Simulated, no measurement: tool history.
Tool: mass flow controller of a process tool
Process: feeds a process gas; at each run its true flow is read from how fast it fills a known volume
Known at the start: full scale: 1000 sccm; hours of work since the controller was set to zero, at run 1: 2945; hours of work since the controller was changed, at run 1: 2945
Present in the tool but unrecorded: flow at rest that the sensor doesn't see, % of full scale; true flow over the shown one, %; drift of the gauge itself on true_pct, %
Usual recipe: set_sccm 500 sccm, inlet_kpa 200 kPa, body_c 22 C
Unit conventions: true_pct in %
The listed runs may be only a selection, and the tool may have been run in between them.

run	hour	set_sccm	inlet_kpa	body_c	hours of work since the controller was set to zero	hours of work since the controller was changed	true_pct
1	0.0	500	200	22	2945	2945	95.73
2	322.5	500	200	22	3156	3156	95.66
3	610.7	500	200	22	3345	3345	95.46
4	1050.0	500	153	22	3632	3632	95.29
5	1305.3	500	153	27	3799	3799	95.42
6	1665.9	500	153	27	4035	4035	95.29
7	1906.6	500	172	22	4192	4192	94.72
8	2163.5	500	172	22	4360	4360	94.51
9	2554.6	500	172	22	4616	4616	94.25
10	3015.5	500	172	22	4917	4917	93.92
11	3231.2	500	172	22	5058	5058	93.84
# hour 3596.7: controller exchanged for a calibrated one
12	3596.7	500	172	22	0	0	98.98
13	3974.7	500	255	22	247	247	98.51
14	4361.1	500	255	22	500	500	98.28
15	4607.2	500	255	22	661	661	98.02
16	5076.9	500	255	22	968	968	97.90
17	5561.9	500	255	22	1285	1285	97.46
18	5971.4	500	255	22	1553	1553	97.31
19	6342.4	500	255	22	1795	1795	97.02
20	6756.9	500	200	25	2066	2066	96.94
21	7245.5	500	200	25	2386	2386	96.72
22	7606.0	500	240	25	2622	2622	96.52
23	7900.8	164	200	32	2814	2814	93.86
# hour 7938.9: controller's zero set anew
24	8128.5	430	200	22	124	2963	95.12
25	8570.3	250	200	28	413	3252	93.49
# hour 8964.7: controller's zero set anew, once more
26	8995.9	664	149	31	20	3530	98.03
27	9259.4	664	149	31	193	3702	97.83
28	9561.9	123	170	21	391	3900	95.13
29	10051.0	500	199	22	710	4220	96.21
30	10346.3	500	242	28	903	4413	96.39
31	10847.5	666	200	25	1231	4740	96.30
32	11197.9	681	196	25	1460	4970	96.16
33	11636.8	500	200	33	1747	5257	96.01
# hour 11696.5: controller exchanged for a calibrated one
34	12138.9	500	200	33	289	289	99.43
35	12594.4	500	200	33	587	587	99.07
36	12840.7	121	200	22	748	748	96.02
37	13328.7	471	227	22	1067	1067	97.45
38	13790.3	471	227	22	1369	1369	97.19
39	14193.5	471	227	22	1633	1633	96.85
40	14550.0	500	158	22	1866	1866	96.79
41	14956.4	409	144	22	2132	2132	96.35
42	15224.4	464	188	22	2307	2307	96.22
43	15530.5	464	188	22	2507	2507	95.95
44	15892.2	228	200	22	2743	2743	93.93

5 ways to go on from here, each from the tool as it stands after run 44. What would each give?
A	16157.6	298	198	21	2917	2917	?
B	16157.6	192	178	22	2917	2917	?
C	16157.6	640	203	22	2917	2917	?
D	16157.6	105	146	22	2917	2917	?
E	16157.6	500	214	26	2917	2917	?

run	true_pct
A	94.47
B	93.21
C	96.38
D	90.28
E	96.13
Without the tool's hidden state the same runs would have given:
run	true_pct
A	98.34
B	98.28
C	99.09
D	98.15
E	99.12

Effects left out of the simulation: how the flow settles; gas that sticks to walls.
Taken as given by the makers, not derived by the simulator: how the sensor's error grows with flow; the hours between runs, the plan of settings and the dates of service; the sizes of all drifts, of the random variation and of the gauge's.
